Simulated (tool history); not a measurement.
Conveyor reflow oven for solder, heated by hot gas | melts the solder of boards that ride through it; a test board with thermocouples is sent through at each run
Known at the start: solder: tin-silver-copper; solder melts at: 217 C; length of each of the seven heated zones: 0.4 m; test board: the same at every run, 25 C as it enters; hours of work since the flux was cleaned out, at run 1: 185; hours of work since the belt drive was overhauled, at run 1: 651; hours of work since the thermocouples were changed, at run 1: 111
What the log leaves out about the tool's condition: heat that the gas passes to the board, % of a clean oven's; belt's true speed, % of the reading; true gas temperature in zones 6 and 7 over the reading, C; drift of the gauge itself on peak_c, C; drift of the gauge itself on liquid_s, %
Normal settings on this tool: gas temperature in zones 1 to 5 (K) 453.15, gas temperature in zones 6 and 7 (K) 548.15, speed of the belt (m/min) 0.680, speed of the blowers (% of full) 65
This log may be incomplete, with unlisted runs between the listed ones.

| run | day | gas temperature in zones 1 to 5 (K) | gas temperature in zones 6 and 7 (K) | speed of the belt (m/min) | speed of the blowers (% of full) | hours of work since the flux was cleaned out | hours of work since the belt drive was overhauled | hours of work since the thermocouples were changed | highest temperature of the board (K) | time above the solder's melting point (s) |
|---|---|---|---|---|---|---|---|---|---|---|
| 1 | 0.000 | 453.15 | 548.15 | 0.680 | 65 | 185 | 651 | 111 | 524.45 | 52.6 |
| 2 | 0.675 | 453.15 | 548.15 | 0.680 | 65 | 192 | 658 | 118 | 523.55 | 52.9 |
| 3 | 1.133 | 453.15 | 548.15 | 0.680 | 66 | 197 | 662 | 123 | 524.25 | 52.8 |
| 4 | 1.412 | 453.15 | 548.15 | 0.680 | 66 | 200 | 665 | 126 | 524.35 | 53.0 |
| 5 | 1.896 | 453.15 | 558.15 | 0.680 | 65 | 205 | 670 | 131 | 531.65 | 57.4 |
| 6 | 2.542 | 453.15 | 558.15 | 0.680 | 65 | 212 | 677 | 137 | 532.35 | 59.4 |
| 7 | 2.817 | 453.15 | 558.15 | 0.680 | 65 | 214 | 680 | 140 | 531.05 | 58.5 |
| 8 | 3.196 | 453.15 | 558.15 | 0.680 | 65 | 218 | 684 | 144 | 531.65 | 57.5 |
| 9 | 3.858 | 453.15 | 558.15 | 0.680 | 65 | 225 | 691 | 151 | 531.05 | 58.4 |
| 10 | 4.217 | 464.15 | 548.15 | 0.680 | 65 | 229 | 694 | 155 | 525.85 | 58.6 |
| 11 | 4.612 | 464.15 | 548.15 | 0.680 | 65 | 233 | 698 | 159 | 525.95 | 59.4 |
| 12 | 5.012 | 464.15 | 548.15 | 0.680 | 65 | 237 | 703 | 163 | 525.75 | 59.6 |
| 13 | 5.554 | 464.15 | 548.15 | 0.680 | 65 | 243 | 708 | 169 | 525.95 | 58.2 |
| 14 | 5.842 | 464.15 | 548.15 | 0.680 | 65 | 246 | 711 | 172 | 525.65 | 58.9 |
| 15 | 6.438 | 467.15 | 557.15 | 0.680 | 65 | 252 | 717 | 178 | 533.75 | 64.8 |
| 16 | 6.883 | 467.15 | 557.15 | 0.680 | 65 | 257 | 722 | 182 | 534.45 | 64.5 |
| 17 | 7.200 | 466.15 | 554.15 | 0.654 | 58 | 260 | 725 | 186 | 530.05 | 65.5 |
| 18 | 7.725 | 450.15 | 553.15 | 0.546 | 73 | 265 | 731 | 191 | 537.45 | 75.9 |
|  | 7.988 | flux residue cleaned out of gas plates and filters |
| 19 | 8.233 | 453.15 | 557.15 | 0.670 | 65 | 3 | 734 | 194 | 533.85 | 61.1 |
| 20 | 8.854 | 458.15 | 538.15 | 0.614 | 62 | 9 | 740 | 201 | 520.85 | 59.3 |
| 21 | 9.400 | 465.15 | 562.15 | 0.689 | 65 | 15 | 746 | 206 | 539.15 | 66.2 |
| 22 | 9.696 | 460.15 | 562.15 | 0.614 | 76 | 18 | 749 | 209 | 546.15 | 75.9 |
| 23 | 10.250 | 455.15 | 541.15 | 0.772 | 65 | 24 | 755 | 215 | 515.85 | 41.6 |
| 24 | 10.750 | 450.15 | 545.15 | 0.548 | 78 | 29 | 760 | 220 | 532.45 | 74.7 |
| 25 | 11.304 | 458.15 | 545.15 | 0.755 | 78 | 34 | 766 | 226 | 524.95 | 50.9 |
| 26 | 11.750 | 450.15 | 545.15 | 0.755 | 78 | 39 | 770 | 231 | 522.75 | 46.8 |
| 27 | 12.192 | 450.15 | 545.15 | 0.755 | 78 | 44 | 775 | 235 | 523.55 | 45.9 |

Forecast each of these 3 alternatives for the next run:
| A | 12.838 | 446.15 | 559.15 | 0.680 | 68 | 50 | 782 | 242 | ? | ? |
| B | 12.838 | 445.15 | 545.15 | 0.755 | 78 | 50 | 782 | 242 | ? | ? |
| C | 12.838 | 450.15 | 545.15 | 0.559 | 78 | 50 | 782 | 242 | ? | ? |

| run | highest temperature of the board (K) | time above the solder's melting point (s) |
|---|---|---|
| A | 533.35 | 57.3 |
| B | 521.55 | 45.0 |
| C | 532.85 | 73.1 |
Stripped of hidden state, with their random variation kept, the same runs would have yielded:
| run | highest temperature of the board (K) | time above the solder's melting point (s) |
|---|---|---|
| A | 534.25 | 56.5 |
| B | 522.55 | 44.8 |
| C | 533.85 | 72.0 |
